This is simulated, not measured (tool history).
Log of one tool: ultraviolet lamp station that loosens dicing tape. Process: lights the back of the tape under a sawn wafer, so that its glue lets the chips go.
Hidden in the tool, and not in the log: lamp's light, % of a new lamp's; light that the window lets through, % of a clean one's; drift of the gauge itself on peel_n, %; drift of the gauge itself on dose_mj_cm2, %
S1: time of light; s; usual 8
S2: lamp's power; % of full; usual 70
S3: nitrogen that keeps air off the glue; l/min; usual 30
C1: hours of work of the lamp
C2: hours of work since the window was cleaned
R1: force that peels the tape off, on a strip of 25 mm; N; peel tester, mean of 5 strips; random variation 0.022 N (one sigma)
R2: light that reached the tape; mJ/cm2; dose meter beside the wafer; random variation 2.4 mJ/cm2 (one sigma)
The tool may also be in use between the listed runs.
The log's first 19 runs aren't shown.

run,hour,S1,S2,S3,C1,C2,R1,R2
20,322,9,77,30,290,205,1.192,243
21,338.8,9,77,30,299,214,1.251,239
22,353.4,8,65,30,308,222,2.042,176
23,367,8,65,30,315,230,2.104,177
# hour 378.8: window cleaned of glue's vapour
24,378.8,12,72,39,321,0,0.53,335
25,399.8,12,72,39,333,12,0.534,332
26,419.9,4,72,27,344,23,3.73,110
27,439.3,7,100,30,355,34,1.039,262
28,459.9,7,100,30,366,45,1.069,261
29,473.1,4,74,30,374,52,3.666,106
30,491.8,8,95,16,384,63,1.303,269
31,514.7,8,95,16,397,75,1.35,271
32,540.9,8,95,16,411,90,1.39,270
33,556.9,8,70,48,420,99,1.439,196
34,572.2,10,64,24,429,107,1.56,221
35,594.7,5,74,21,441,120,3.584,125
36,620.5,7,73,18,455,134,2.614,168
37,639.5,4,82,10,466,145,4.754,106
38,652.9,12,81,27,473,152,0.727,319
39,666.8,13,70,59,481,160,0.588,292
40,691.4,10,70,30,495,174,1.385,220

Run 41 comes next. What will it give?
41,706.1,10,70,30,503,182,?,?

R1: 1.447 N
R2: 221 mJ/cm2
Without the tool's hidden state the same run would have given R1 0.675 N, R2 321 mJ/cm2.
